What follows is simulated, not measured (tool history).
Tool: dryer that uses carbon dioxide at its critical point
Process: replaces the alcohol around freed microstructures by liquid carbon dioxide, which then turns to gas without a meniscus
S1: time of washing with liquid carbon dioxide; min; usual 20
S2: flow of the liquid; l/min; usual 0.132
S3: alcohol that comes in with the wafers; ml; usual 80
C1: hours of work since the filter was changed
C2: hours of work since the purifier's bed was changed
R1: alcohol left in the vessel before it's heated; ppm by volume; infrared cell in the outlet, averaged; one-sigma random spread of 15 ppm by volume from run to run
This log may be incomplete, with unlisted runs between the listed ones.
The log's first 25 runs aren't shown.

run,hour,S1,S2,S3,C1,C2,R1
26,753.8,29,0.106,32,56,161,278
27,797.7,20,0.093,45,69,175,2923
28,828.2,20,0.093,45,78,184,3111
29,856.2,12,0.094,73,87,192,18605
30,884.6,12,0.094,73,95,201,18893
31,912.6,20,0.157,73,104,209,582
32,932.2,21,0.092,29,110,215,1884
33,956.8,21,0.092,29,117,223,1969
34,979.2,15,0.188,29,124,229,472
35,1003.2,13,0.138,29,131,237,2557
36,1033.6,13,0.098,83,140,246,17633
37,1056.2,15,0.082,44,147,253,10412
38,1088.2,25,0.132,21,157,262,262
39,1117.2,18,0.164,109,165,271,1467
# hour 1135.6: inlet filter changed
40,1147.9,19,0.132,80,4,280,1331
41,1167.4,19,0.132,80,10,286,1399

Run 42 comes next. What will it give?
42,1199.1,15,0.093,80,19,296,?

R1: 11069 ppm by volume
With no hidden state in the tool, this same run would have given R1 10531 ppm by volume.
